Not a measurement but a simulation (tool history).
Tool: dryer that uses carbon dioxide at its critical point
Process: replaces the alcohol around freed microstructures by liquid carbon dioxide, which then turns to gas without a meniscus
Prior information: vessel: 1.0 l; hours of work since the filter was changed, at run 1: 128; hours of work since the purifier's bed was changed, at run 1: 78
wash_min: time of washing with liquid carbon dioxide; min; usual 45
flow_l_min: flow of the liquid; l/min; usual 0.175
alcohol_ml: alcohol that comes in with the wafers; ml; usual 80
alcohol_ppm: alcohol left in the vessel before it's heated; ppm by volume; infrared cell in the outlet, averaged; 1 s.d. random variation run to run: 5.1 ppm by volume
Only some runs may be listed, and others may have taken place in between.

run,hour,wash_min,flow_l_min,alcohol_ml,hours of work since the filter was changed,hours of work since the purifier's bed was changed,alcohol_ppm
1,0,45,0.175,80,128,78,87
2,5.4,45,0.175,84,131,81,91
3,16.4,45,0.175,84,137,87,97
4,25.7,45,0.175,84,143,92,92
5,35.8,45,0.175,84,148,98,97
6,43.3,45,0.175,22,152,102,33
7,51.7,45,0.175,23,157,106,44
8,57.7,45,0.175,23,160,110,40
9,65.3,45,0.175,80,164,114,95
10,74.4,45,0.175,80,169,119,93
11,84.9,45,0.175,80,175,125,92
12,95.7,45,0.175,80,181,131,101
13,100.6,45,0.175,27,184,133,43
14,107.2,43,0.199,53,187,137,40
15,116.7,67,0.175,29,193,142,17
16,123.2,42,0.175,36,196,146,69
17,134.1,31,0.175,36,202,152,338
18,139,31,0.175,36,205,154,334
19,148.8,47,0.175,88,210,160,83
20,159.3,47,0.175,88,216,166,81
21,170.4,47,0.175,88,222,172,86
22,176.9,41,0.175,103,226,175,217
23,184.6,63,0.113,97,230,179,188
24,189.5,45,0.188,77,233,182,74
25,200.1,45,0.188,77,238,188,66
26,205.4,45,0.188,77,241,191,70

4 options for the next run, each taken on its own from the tool as it stands now. Forecast them:
A,215.8,35,0.215,77,247,197,?
B,215.8,65,0.107,77,247,197,?
C,215.8,45,0.179,86,247,197,?
D,215.8,65,0.241,98,247,197,?

run,alcohol_ppm
A,133
B,185
C,103
D,11
Take away the tool's hidden state, keep each run's random variation, and the runs would have read:
run,alcohol_ppm
A,95
B,139
C,72
D,0
